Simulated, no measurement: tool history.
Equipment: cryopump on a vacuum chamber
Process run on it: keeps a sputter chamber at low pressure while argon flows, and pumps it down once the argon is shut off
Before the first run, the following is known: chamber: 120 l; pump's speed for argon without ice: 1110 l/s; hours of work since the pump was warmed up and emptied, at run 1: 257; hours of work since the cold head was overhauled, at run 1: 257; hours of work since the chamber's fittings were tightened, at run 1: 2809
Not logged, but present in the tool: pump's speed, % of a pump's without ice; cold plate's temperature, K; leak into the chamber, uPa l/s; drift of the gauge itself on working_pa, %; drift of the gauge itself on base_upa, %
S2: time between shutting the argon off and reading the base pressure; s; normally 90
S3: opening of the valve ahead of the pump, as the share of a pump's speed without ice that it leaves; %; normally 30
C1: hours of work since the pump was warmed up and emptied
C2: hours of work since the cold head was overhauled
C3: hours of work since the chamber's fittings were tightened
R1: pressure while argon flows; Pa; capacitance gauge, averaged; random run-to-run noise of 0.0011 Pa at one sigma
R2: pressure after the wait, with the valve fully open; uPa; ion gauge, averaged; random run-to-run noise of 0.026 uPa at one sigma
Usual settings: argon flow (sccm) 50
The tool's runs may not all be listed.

{"run": 1, "hour": 0.0, "argon flow (sccm)": 50, "S2": 90, "S3": 30, "C1": 257, "C2": 257, "C3": 2809, "R1": 0.261, "R2": 3.31}
{"run": 2, "hour": 19.4, "argon flow (sccm)": 50, "S2": 90, "S3": 30, "C1": 267, "C2": 267, "C3": 2819, "R1": 0.2614, "R2": 3.34}
{"run": 3, "hour": 34.2, "argon flow (sccm)": 50, "S2": 90, "S3": 30, "C1": 275, "C2": 275, "C3": 2826, "R1": 0.2622, "R2": 3.56}
{"run": 4, "hour": 52.7, "argon flow (sccm)": 50, "S2": 90, "S3": 30, "C1": 284, "C2": 284, "C3": 2836, "R1": 0.2634, "R2": 3.42}
{"run": 5, "hour": 66.2, "argon flow (sccm)": 50, "S2": 90, "S3": 30, "C1": 291, "C2": 291, "C3": 2843, "R1": 0.2625, "R2": 3.41}
{"run": 6, "hour": 83.1, "argon flow (sccm)": 50, "S2": 21, "S3": 30, "C1": 300, "C2": 300, "C3": 2851, "R1": 0.2644, "R2": 6.5}
{"hour": 94.9, "done": "leaking fittings of the chamber tightened, without venting"}
{"run": 7, "hour": 103.3, "argon flow (sccm)": 50, "S2": 90, "S3": 30, "C1": 309, "C2": 309, "C3": 4, "R1": 0.2628, "R2": 1.22}
{"run": 8, "hour": 113.3, "argon flow (sccm)": 50, "S2": 151, "S3": 30, "C1": 314, "C2": 314, "C3": 9, "R1": 0.2645, "R2": 0.9}
{"run": 9, "hour": 122.6, "argon flow (sccm)": 50, "S2": 90, "S3": 30, "C1": 319, "C2": 319, "C3": 14, "R1": 0.2633, "R2": 1.23}
{"run": 10, "hour": 141.3, "argon flow (sccm)": 50, "S2": 90, "S3": 18, "C1": 329, "C2": 329, "C3": 24, "R1": 0.434, "R2": 1.26}
{"run": 11, "hour": 151.4, "argon flow (sccm)": 50, "S2": 90, "S3": 18, "C1": 334, "C2": 334, "C3": 29, "R1": 0.433, "R2": 1.23}
{"run": 12, "hour": 162.0, "argon flow (sccm)": 77, "S2": 158, "S3": 25, "C1": 339, "C2": 339, "C3": 34, "R1": 0.4851, "R2": 0.87}
{"run": 13, "hour": 175.4, "argon flow (sccm)": 78, "S2": 90, "S3": 57, "C1": 346, "C2": 346, "C3": 41, "R1": 0.2245, "R2": 1.27}
{"run": 14, "hour": 193.1, "argon flow (sccm)": 41, "S2": 21, "S3": 51, "C1": 355, "C2": 355, "C3": 50, "R1": 0.131, "R2": 4.16}
{"run": 15, "hour": 205.1, "argon flow (sccm)": 50, "S2": 90, "S3": 51, "C1": 361, "C2": 361, "C3": 57, "R1": 0.1601, "R2": 1.31}
{"run": 16, "hour": 223.0, "argon flow (sccm)": 50, "S2": 90, "S3": 51, "C1": 370, "C2": 370, "C3": 66, "R1": 0.1605, "R2": 1.29}
{"run": 17, "hour": 234.3, "argon flow (sccm)": 34, "S2": 192, "S3": 21, "C1": 376, "C2": 376, "C3": 71, "R1": 0.2555, "R2": 0.86}
{"run": 18, "hour": 247.6, "argon flow (sccm)": 50, "S2": 90, "S3": 19, "C1": 383, "C2": 383, "C3": 78, "R1": 0.4132, "R2": 1.33}
{"run": 19, "hour": 257.3, "argon flow (sccm)": 50, "S2": 90, "S3": 60, "C1": 388, "C2": 388, "C3": 83, "R1": 0.1389, "R2": 1.29}
{"run": 20, "hour": 268.0, "argon flow (sccm)": 27, "S2": 268, "S3": 30, "C1": 394, "C2": 394, "C3": 89, "R1": 0.1413, "R2": 0.68}
{"run": 21, "hour": 278.0, "argon flow (sccm)": 26, "S2": 152, "S3": 30, "C1": 399, "C2": 399, "C3": 94, "R1": 0.1387, "R2": 0.93}

Each row is a separate what-if for the run after 21, all from the same tool condition, not one after another. Results?
{"run": "A", "hour": 288.8, "argon flow (sccm)": 23, "S2": 281, "S3": 27, "C1": 404, "C2": 404, "C3": 99, "R1": "?", "R2": "?"}
{"run": "B", "hour": 288.8, "argon flow (sccm)": 26, "S2": 46, "S3": 33, "C1": 404, "C2": 404, "C3": 99, "R1": "?", "R2": "?"}
{"run": "C", "hour": 288.8, "argon flow (sccm)": 31, "S2": 82, "S3": 38, "C1": 404, "C2": 404, "C3": 99, "R1": "?", "R2": "?"}

run=A R1=0.1358 R2=0.69
run=B R1=0.1272 R2=2.18
run=C R1=0.1308 R2=1.41
Stripped of hidden state, with their random variation kept, the same runs would have yielded:
run=A R1=0.1301 R2=0.52
run=B R1=0.1208 R2=2.02
run=C R1=0.1232 R2=1.25

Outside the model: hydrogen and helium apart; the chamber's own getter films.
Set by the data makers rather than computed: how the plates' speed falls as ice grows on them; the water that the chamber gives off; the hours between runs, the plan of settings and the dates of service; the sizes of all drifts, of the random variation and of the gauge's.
